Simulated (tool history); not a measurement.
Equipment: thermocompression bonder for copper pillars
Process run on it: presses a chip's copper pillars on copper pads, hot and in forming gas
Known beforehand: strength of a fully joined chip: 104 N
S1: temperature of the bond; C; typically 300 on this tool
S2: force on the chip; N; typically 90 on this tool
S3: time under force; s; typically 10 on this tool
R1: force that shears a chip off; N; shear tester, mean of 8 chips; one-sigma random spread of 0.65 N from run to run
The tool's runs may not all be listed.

run	day	S1	S2	S3	R1
1	0.000	300	90	10	69.2
2	1.854	300	90	10	69.0
# day 2.450: forming gas filter changed
3	5.929	300	90	10	69.6
4	9.804	300	90	10	70.0
5	13.075	300	85	10	67.3
# day 16.358: forming gas filter changed
6	17.188	300	85	10	67.8
7	20.304	300	74	10	65.3
8	22.771	300	74	10	66.2
9	25.062	300	90	10	69.0
10	27.525	300	90	10	69.6
# day 30.367: forming gas filter changed
11	30.546	300	90	10	69.5
12	34.104	300	90	10	69.4
13	38.429	300	90	10	70.0
14	41.258	310	62	14	71.5
15	43.408	306	117	10	78.0
# day 43.996: heater calibrated with a thermocouple chip
# day 44.212: forming gas filter changed
16	46.896	284	90	7	54.9
17	49.138	303	90	8	66.0
18	51.179	315	90	12	80.3
19	54.058	300	58	17	68.7
# day 57.988: forming gas filter changed
20	58.396	300	58	17	69.3
21	62.421	288	66	10	56.8
22	64.696	276	90	13	62.4
23	68.296	277	72	10	53.4
# day 71.792: forming gas filter changed
24	72.150	277	85	6	48.4

Here are 3 independent what-if runs from the current tool condition. What would each one return?
A	75.042	273	66	15	?
B	75.042	277	112	24	?
C	75.042	293	60	8	?

run	R1
A	56.7
B	78.6
C	51.6
With the hidden condition removed and each run's random variation left untouched, the same runs would have given:
run	R1
A	56.7
B	78.6
C	51.6
